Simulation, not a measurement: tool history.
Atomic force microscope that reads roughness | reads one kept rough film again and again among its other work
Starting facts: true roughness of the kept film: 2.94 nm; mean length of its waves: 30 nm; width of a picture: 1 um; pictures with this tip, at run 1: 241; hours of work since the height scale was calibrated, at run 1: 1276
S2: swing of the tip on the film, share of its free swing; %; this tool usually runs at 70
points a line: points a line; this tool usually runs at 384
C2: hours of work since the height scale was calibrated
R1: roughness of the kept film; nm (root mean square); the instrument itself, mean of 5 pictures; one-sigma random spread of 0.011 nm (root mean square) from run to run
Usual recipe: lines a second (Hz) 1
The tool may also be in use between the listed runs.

Run 1, hour 0: usual settings; pictures with this tip 241; C2 1276. Result: R1 2.547 nm (root mean square).
Run 2, hour 79.3: usual settings; pictures with this tip 304; C2 1308. Result: R1 2.514 nm (root mean square).
At hour 93.7: new tip fitted.
Run 3, hour 146.6: usual settings; pictures with this tip 42; C2 1335. Result: R1 2.648 nm (root mean square).
Run 4, hour 195.2: usual settings but lines a second (Hz) 0.95; pictures with this tip 80; C2 1355. Result: R1 2.627 nm (root mean square).
Run 5, hour 227.4: usual settings; pictures with this tip 106; C2 1368. Result: R1 2.592 nm (root mean square).
Run 6, hour 285.4: usual settings; pictures with this tip 152; C2 1392. Result: R1 2.593 nm (root mean square).
Run 7, hour 350.8: usual settings but points a line 523; pictures with this tip 204; C2 1418. Result: R1 2.561 nm (root mean square).
Run 8, hour 395.6: usual settings; pictures with this tip 239; C2 1437. Result: R1 2.521 nm (root mean square).
Run 9, hour 446.6: usual settings but S2 65 %, points a line 754; pictures with this tip 279; C2 1457. Result: R1 2.54 nm (root mean square).
At hour 496.5: new tip fitted.
Run 10, hour 511.4: usual settings but S2 65 %, points a line 754; pictures with this tip 11; C2 1484. Result: R1 2.706 nm (root mean square).
Run 11, hour 567.6: usual settings but lines a second (Hz) 2.6, S2 64 %, points a line 711; pictures with this tip 56; C2 1506. Result: R1 2.568 nm (root mean square).
Run 12, hour 630.5: usual settings but S2 83 %; pictures with this tip 106; C2 1532. Result: R1 2.536 nm (root mean square).
Run 13, hour 693.9: usual settings but lines a second (Hz) 0.77, points a line 267; pictures with this tip 156; C2 1558. Result: R1 2.575 nm (root mean square).
Run 14, hour 740.7: usual settings but lines a second (Hz) 0.77, points a line 267; pictures with this tip 193; C2 1577. Result: R1 2.559 nm (root mean square).
Run 15, hour 808.3: usual settings but lines a second (Hz) 0.77, points a line 267; pictures with this tip 247; C2 1604. Result: R1 2.515 nm (root mean square).
Run 16, hour 870.6: usual settings but lines a second (Hz) 0.77, points a line 267; pictures with this tip 296; C2 1630. Result: R1 2.523 nm (root mean square).

5 options for the next run, each taken on its own from the tool as it stands now. Forecast them:
At hour 899.5: new tip fitted.
Run A, hour 942.3: usual settings but lines a second (Hz) 0.79, points a line 408; pictures with this tip 33; C2 1659. Result: R1 ?.
At hour 899.5: new tip fitted.
Run B, hour 942.3: usual settings but lines a second (Hz) 3.82, points a line 267; pictures with this tip 33; C2 1659. Result: R1 ?.
At hour 899.5: new tip fitted.
Run C, hour 942.3: usual settings but lines a second (Hz) 0.58, points a line 267; pictures with this tip 33; C2 1659. Result: R1 ?.
At hour 899.5: new tip fitted.
Run D, hour 942.3: usual settings but lines a second (Hz) 0.77, points a line 549; pictures with this tip 33; C2 1659. Result: R1 ?.
At hour 899.5: new tip fitted.
Run E, hour 942.3: usual settings but lines a second (Hz) 2.47, points a line 467; pictures with this tip 33; C2 1659. Result: R1 ?.

run     R1
  A  2.663
  B  2.413
  C   2.68
  D  2.689
  E  2.557
Take away the tool's hidden state, keep each run's random variation, and the runs would have read:
run     R1
  A  2.668
  B  2.418
  C  2.685
  D  2.694
  E  2.562
